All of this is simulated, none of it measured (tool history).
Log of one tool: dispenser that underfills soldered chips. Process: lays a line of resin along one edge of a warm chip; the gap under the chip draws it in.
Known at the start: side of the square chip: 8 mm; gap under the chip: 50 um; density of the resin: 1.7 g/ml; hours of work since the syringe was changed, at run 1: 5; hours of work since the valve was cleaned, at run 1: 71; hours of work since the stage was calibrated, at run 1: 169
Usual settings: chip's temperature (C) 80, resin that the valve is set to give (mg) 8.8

run   hour  chip's temperature (C)  resin that the valve is set to give (mg)  hours of work since the syringe was changed  hours of work since the valve was cleaned  hours of work since the stage was calibrated  time until the resin shows at the far edge (s)  resin that the valve gave (mg)
  1      0                      80                                       8.8                                            5                                         71                                           169                                           176.9                            8.43
       1.4  -- new syringe of resin
      10.8  -- new syringe of resin
  2   10.8                      84                                       8.8                                            0                                         78                                           175                                            95.7                            8.37
      20.2  -- new syringe of resin
  3   21.2                      84                                       8.8                                            1                                         85                                           182                                           101.6                            8.45
      29.9  -- new syringe of resin
  4   30.3                      84                                       8.8                                            0                                         91                                           188                                              97                            8.19
      32.3  -- dispensing valve cleaned and set on the balance
  5   39.6                      84                                       8.8                                            6                                          5                                           193                                           154.7                             8.8
      41.1  -- new syringe of resin
  6     45                      84                                       8.8                                            3                                          8                                           197                                           119.8                             8.8
      50.3  -- new syringe of resin
  7   55.2                      84                                       8.8                                            3                                         15                                           203                                           124.1                            8.74
      59.9  -- new syringe of resin
  8   64.5                      84                                       8.8                                            3                                         21                                           209                                           118.8                            8.67
      69.5  -- new syringe of resin
  9     77                      84                                       8.8                                            5                                         29                                           217                                           143.5                            8.68
      79.2  -- new syringe of resin
 10   87.2                      89                                       8.8                                            5                                         35                                           224                                           125.6                            8.62
      88.6  -- new syringe of resin
 11   93.5                      89                                       8.8                                            3                                         39                                           228                                           110.8                             8.5
      98.1  -- new syringe of resin
 12  104.6                      89                                       8.8                                            4                                         46                                           235                                           116.2                            8.59
       108  -- new syringe of resin
 13  111.5                      69                                       8.8                                            2                                         51                                           239                                           188.2                            8.56
     117.3  -- new syringe of resin
 14  117.3                      68                                       7.7                                            0                                         54                                           243                                           161.9                            7.43
     126.7  -- new syringe of resin
 15  127.3                      92                                      8.66                                            0                                         61                                           249                                            76.1                            8.33
     136.6  -- new syringe of resin
 16  136.7                      87                                      8.01                                            0                                         67                                           255                                            87.1                            7.69
       146  -- new syringe of resin
 17  146.3                      74                                     11.36                                            0                                         73                                           261                                           126.5                           10.84
 18  153.8                      74                                     11.36                                            5                                         78                                           266                                           197.7                           10.65
     155.6  -- new syringe of resin
     165.3  -- new syringe of resin
 19  165.3                      67                                       8.8                                            0                                         85                                           273                                           163.3                            8.26
 20  171.2                      81                                      8.09                                            4                                         89                                           277                                           147.7                            7.61
     175.2  -- new syringe of resin
     176.2  -- dispensing valve cleaned and set on the balance
 21  178.2                      66                                      9.44                                            1                                          1                                           281                                           182.6                            9.32
 22  184.4                      71                                      9.01                                            5                                          5                                           285                                           226.4                            8.92
     185.6  -- new syringe of resin
 23  193.9                      71                                      9.01                                            5                                         11                                           291                                           227.9                            8.96
       195  -- new syringe of resin
 24    201                      87                                     11.37                                            4                                         16                                           296                                           116.5                           11.34
     204.2  -- new syringe of resin
     213.6  -- new syringe of resin
 25  213.6                      91                                      9.85                                            0                                         24                                           303                                            73.9                            9.75

4 ways to go on from here, each from the tool as it stands after run 25. What would each give?
  A  222.1                      91                                      8.06                                            6                                         29                                           309                                               ?                               ?
  B  222.1                      91                                     10.29                                            6                                         29                                           309                                               ?                               ?
  C  222.1                      83                                      9.82                                            6                                         29                                           309                                               ?                               ?
  D  222.1                      84                                      8.35                                            6                                         29                                           309                                               ?                               ?

run  time until the resin shows at the far edge (s)  resin that the valve gave (mg)
  A                                           125.6                            7.94
  B                                           119.4                           10.16
  C                                           156.7                            9.63
  D                                             151                            8.25
Without the tool's hidden state the same runs would have given:
run  time until the resin shows at the far edge (s)  resin that the valve gave (mg)
  A                                            80.9                             8.1
  B                                              77                           10.36
  C                                           101.2                            9.82
  D                                            97.4                            8.41

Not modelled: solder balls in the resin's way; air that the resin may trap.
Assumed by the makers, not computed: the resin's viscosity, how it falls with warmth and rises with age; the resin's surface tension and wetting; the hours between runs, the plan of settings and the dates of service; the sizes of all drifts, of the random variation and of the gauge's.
